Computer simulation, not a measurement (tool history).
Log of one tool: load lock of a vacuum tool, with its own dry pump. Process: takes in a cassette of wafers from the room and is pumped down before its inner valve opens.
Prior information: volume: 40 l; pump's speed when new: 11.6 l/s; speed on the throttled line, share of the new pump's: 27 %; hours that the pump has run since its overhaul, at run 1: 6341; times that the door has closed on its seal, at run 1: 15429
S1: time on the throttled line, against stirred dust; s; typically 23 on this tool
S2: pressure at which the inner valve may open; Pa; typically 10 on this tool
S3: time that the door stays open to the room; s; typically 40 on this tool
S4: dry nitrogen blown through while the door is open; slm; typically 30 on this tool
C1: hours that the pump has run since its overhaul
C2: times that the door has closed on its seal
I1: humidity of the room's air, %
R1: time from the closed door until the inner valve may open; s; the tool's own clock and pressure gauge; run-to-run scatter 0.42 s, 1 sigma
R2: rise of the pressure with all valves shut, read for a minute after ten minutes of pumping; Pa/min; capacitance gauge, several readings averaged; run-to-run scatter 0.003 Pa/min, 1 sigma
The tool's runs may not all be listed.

Run 1, hour 0: usual settings; C1 6341; C2 15429; I1 45.1. Result: R1 50 s, R2 0.049 Pa/min.
Run 2, hour 304.4: usual settings but S1 28 s; C1 6646; C2 16867; I1 46.6. Result: R1 55 s, R2 0.047 Pa/min.
Run 3, hour 634.5: usual settings but S1 28 s; C1 6976; C2 18428; I1 43.5. Result: R1 54.3 s, R2 0.049 Pa/min.
Run 4, hour 966.4: usual settings; C1 7308; C2 19996; I1 47.1. Result: R1 51.5 s, R2 0.056 Pa/min.
Run 5, hour 1195.4: usual settings; C1 7537; C2 21079; I1 48.3. Result: R1 51.2 s, R2 0.05 Pa/min.
Run 6, hour 1622.9: usual settings but S4 6 slm; C1 7964; C2 23099; I1 41.3. Result: R1 52 s, R2 0.07 Pa/min.
Run 7, hour 1848.4: usual settings but S4 6 slm; C1 8190; C2 24165; I1 45.9. Result: R1 52.2 s, R2 0.082 Pa/min.
Run 8, hour 2286.1: usual settings but S4 6 slm; C1 8627; C2 26234; I1 42.1. Result: R1 52.1 s, R2 0.079 Pa/min.
Run 9, hour 2698.1: usual settings but S4 6 slm; C1 9039; C2 28181; I1 44.5. Result: R1 51.7 s, R2 0.084 Pa/min.
Run 10, hour 3102.8: usual settings but S1 43 s; C1 9444; C2 30094; I1 46.9. Result: R1 66.6 s, R2 0.07 Pa/min.
Run 11, hour 3356.1: usual settings; C1 9697; C2 31292; I1 42.7. Result: R1 51.9 s, R2 0.076 Pa/min.
Run 12, hour 3595.8: usual settings; C1 9937; C2 32425; I1 47.9. Result: R1 52.1 s, R2 0.082 Pa/min.
Run 13, hour 3991.1: usual settings; C1 10332; C2 34293; I1 45.3. Result: R1 52.7 s, R2 0.079 Pa/min.
Run 14, hour 4250.4: usual settings; C1 10592; C2 35518; I1 41.6. Result: R1 52.1 s, R2 0.082 Pa/min.
Run 15, hour 4605.6: usual settings but S2 7 Pa; C1 10947; C2 37197; I1 41.9. Result: R1 54.5 s, R2 0.081 Pa/min.
Run 16, hour 4948.7: usual settings but S2 7 Pa; C1 11290; C2 38819; I1 43.7. Result: R1 55 s, R2 0.081 Pa/min.
Run 17, hour 5170.6: usual settings but S1 20 s; C1 11512; C2 39867; I1 46.5. Result: R1 51.1 s, R2 0.091 Pa/min.
Run 18, hour 5549.3: usual settings but S4 7 slm; C1 11891; C2 41658; I1 45.8. Result: R1 53.5 s, R2 0.118 Pa/min.
Run 19, hour 5854.2: usual settings but S1 37 s, S3 127 s, S4 7 slm; C1 12196; C2 43099; I1 45.9. Result: R1 63.4 s, R2 0.146 Pa/min.
Run 20, hour 6102.6: usual settings but S1 14 s, S2 13 Pa, S3 35 s, S4 25 slm; C1 12444; C2 44273; I1 44.5. Result: R1 45.4 s, R2 0.107 Pa/min.
Run 21, hour 6361.5: usual settings but S1 17 s, S2 19 Pa, S3 167 s, S4 39 slm; C1 12703; C2 45497; I1 44.5. Result: R1 46.7 s, R2 0.121 Pa/min.
Run 22, hour 6687.1: usual settings but S1 31 s, S4 14 slm; C1 13028; C2 47035; I1 48.2. Result: R1 59 s, R2 0.13 Pa/min.
Run 23, hour 7013.2: usual settings but S1 32 s, S2 17 Pa, S3 27 s, S4 10 slm; C1 13355; C2 48577; I1 43.4. Result: R1 57.7 s, R2 0.124 Pa/min.
Run 24, hour 7262.3: usual settings but S1 42 s; C1 13604; C2 49754; I1 44.4. Result: R1 67.8 s, R2 0.115 Pa/min.
Run 25, hour 7637.3: usual settings but S3 32 s, S4 7 slm; C1 13979; C2 51527; I1 41.9. Result: R1 54.8 s, R2 0.144 Pa/min.
Run 26, hour 7882.2: usual settings but S4 14 slm; C1 14224; C2 52684; I1 45.7. Result: R1 54.9 s, R2 0.133 Pa/min.
Run 27, hour 8252.7: usual settings but S4 14 slm; C1 14594; C2 54436; I1 45.3. Result: R1 54.8 s, R2 0.149 Pa/min.
At hour 8595.1: dry pump taken out, an overhauled one fitted.
Run 28, hour 8640.7: usual settings but S2 11 Pa, S3 46 s; C1 46; C2 56241; I1 44.5. Result: R1 48.6 s, R2 0.143 Pa/min.
Run 29, hour 8918.7: usual settings but S1 21 s, S2 14 Pa, S3 44 s, S4 9 slm; C1 324; C2 57555; I1 44.5. Result: R1 46.5 s, R2 0.163 Pa/min.

Below are 4 alternative next runs, each starting from the tool's condition after run 29. Predict each:
Run A, hour 9243.7: usual settings but S1 28 s, S2 14 Pa, S3 204 s, S4 4 slm; C1 649; C2 59091; I1 47.8. Result: R1 ?, R2 ?.
Run B, hour 9243.7: usual settings but S1 17 s, S2 8 Pa, S3 133 s, S4 9 slm; C1 649; C2 59091; I1 42.9. Result: R1 ?, R2 ?.
Run C, hour 9243.7: usual settings but S1 36 s, S2 17 Pa, S3 44 s, S4 24 slm; C1 649; C2 59091; I1 43.9. Result: R1 ?, R2 ?.
Run D, hour 9243.7: usual settings but S1 21 s, S3 32 s, S4 9 slm; C1 649; C2 59091; I1 42.8. Result: R1 ?, R2 ?.

run    R1     R2
  A  51.1  0.222
  B  45.9   0.19
  C  56.6  0.154
  D  48.2  0.158
Had the tool no hidden state, the same runs would have come out as:
run    R1     R2
  A  50.8  0.102
  B  45.4  0.069
  C  56.3  0.032
  D  47.8  0.036
